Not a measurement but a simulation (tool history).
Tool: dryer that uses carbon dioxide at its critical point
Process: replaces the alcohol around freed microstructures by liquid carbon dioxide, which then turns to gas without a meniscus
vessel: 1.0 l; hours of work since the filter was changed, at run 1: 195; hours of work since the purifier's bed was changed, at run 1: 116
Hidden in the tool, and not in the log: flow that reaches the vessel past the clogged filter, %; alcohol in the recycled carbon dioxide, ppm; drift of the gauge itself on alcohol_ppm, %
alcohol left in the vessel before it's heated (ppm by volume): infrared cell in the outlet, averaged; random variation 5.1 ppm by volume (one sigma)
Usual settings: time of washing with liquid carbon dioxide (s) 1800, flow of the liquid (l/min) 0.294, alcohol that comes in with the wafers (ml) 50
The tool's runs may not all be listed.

run   hour  time of washing with liquid carbon dioxide (s)  flow of the liquid (l/min)  alcohol that comes in with the wafers (ml)  hours of work since the filter was changed  hours of work since the purifier's bed was changed  alcohol left in the vessel before it's heated (ppm by volume)
  1    0.0                                            1800                       0.294                                          50                                         195                                                 116                                                            115
  2   27.2                                            1800                       0.294                                          37                                         213                                                 134                                                            106
  3   46.7                                            1800                       0.294                                          92                                         226                                                 147                                                            217
  4   73.7                                            1800                       0.290                                          50                                         244                                                 165                                                            143
  5  105.8                                            1320                       0.294                                          50                                         266                                                 186                                                            619
  6  137.7                                            1320                       0.294                                          50                                         287                                                 207                                                            624
  7  173.9                                            1320                       0.294                                          50                                         311                                                 231                                                            640
  8  206.0                                            2460                       0.294                                          50                                         332                                                 253                                                             62
  9  236.7                                            1800                       0.303                                          50                                         353                                                 273                                                            155
 10  259.8                                            1800                       0.294                                          50                                         368                                                 288                                                            179
 11  277.5                                            1800                       0.294                                          24                                         380                                                 300                                                            115
 12  301.1                                            1800                       0.294                                          24                                         396                                                 316                                                            123
 13  339.2                                            1800                       0.294                                          26                                         421                                                 341                                                            132
 14  360.3                                            1800                       0.294                                          26                                         435                                                 355                                                            140
 15  388.9                                            1800                       0.294                                          26                                         454                                                 374                                                            147
 16  410.9                                            1140                       0.349                                          88                                         469                                                 389                                                           1249
 17  428.0                                            1140                       0.349                                          88                                         480                                                 400                                                           1279
     443.9  -- inlet filter changed
 18  451.2                                            1680                       0.475                                          50                                           5                                                 415                                                             82
 19  485.3                                            1980                       0.264                                          48                                          28                                                 438                                                            145
 20  503.5                                            1980                       0.264                                          70                                          40                                                 450                                                            193
 21  537.0                                            1740                       0.294                                          55                                          62                                                 472                                                            177

Forecast run 22:
 22  575.2                                            1740                       0.294                                          55                                          87                                                 498                                                              ?

Run 22 gave alcohol left in the vessel before it's heated (ppm by volume) 197.
Without the tool's hidden state the same run would have given alcohol left in the vessel before it's heated (ppm by volume) 97.
